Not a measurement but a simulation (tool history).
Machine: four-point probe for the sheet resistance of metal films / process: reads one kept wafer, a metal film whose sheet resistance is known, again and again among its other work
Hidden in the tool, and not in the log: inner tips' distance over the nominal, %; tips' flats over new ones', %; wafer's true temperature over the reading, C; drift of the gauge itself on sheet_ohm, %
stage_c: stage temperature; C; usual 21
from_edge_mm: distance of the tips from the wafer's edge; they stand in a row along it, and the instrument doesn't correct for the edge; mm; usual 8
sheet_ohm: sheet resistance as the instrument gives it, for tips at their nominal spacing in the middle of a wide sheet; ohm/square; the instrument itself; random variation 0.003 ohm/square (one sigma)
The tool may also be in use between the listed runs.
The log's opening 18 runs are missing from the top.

run    hour  stage_c  from_edge_mm  touches since the probe head was changed  hours of work since the stage's thermometer was calibrated  sheet_ohm
 19  1736.1       21             8                                     18389                                                        1622  15.083429
 20  1827.8       21             8                                     19842                                                        1660  15.079307
 21  1902.1       21             8                                     21020                                                        1690  15.076842
 22  1958.6       22            30                                     21916                                                        1713  15.054214
 23  2081.0       32            11                                     23857                                                        1763  15.076987
 24  2205.9       32            11                                     25835                                                        1814  15.075264
 25  2307.5       24            21                                     27446                                                        1855  15.053609
 26  2409.1       24            21                                     29056                                                        1897  15.051624
 27  2486.2       24            21                                     30278                                                        1928  15.052669
 28  2572.1       32             4                                     31640                                                        1963  15.173698
 29  2655.3       23            30                                     32960                                                        1997  15.054565
 30  2742.7       23            30                                     34345                                                        2032  15.050851
 31  2813.2       23            34                                     35462                                                        2061  15.050073
 32  2913.5       23            34                                     37052                                                        2102  15.051619
 33  2981.9       23            34                                     38136                                                        2130  15.052676
 34  3089.7       23            34                                     39845                                                        2174  15.051424
 35  3154.7       23            34                                     40875                                                        2200  15.049991
 36  3212.8       26             6                                     41797                                                        2224  15.106044
 37  3304.5       26             6                                     43250                                                        2261  15.110237
 38  3425.9       26             6                                     45175                                                        2311  15.110613
 39  3484.4       35             5                                     46101                                                        2335  15.137253
 40  3565.0       20             3                                     47379                                                        2367  15.270321

What will run 41 give?
 41  3629.5       20             3                                     48403                                                        2394          ?

sheet_ohm: 15.269792 ohm/square
Without the tool's hidden state the same run would have given sheet_ohm 15.268618 ohm/square.
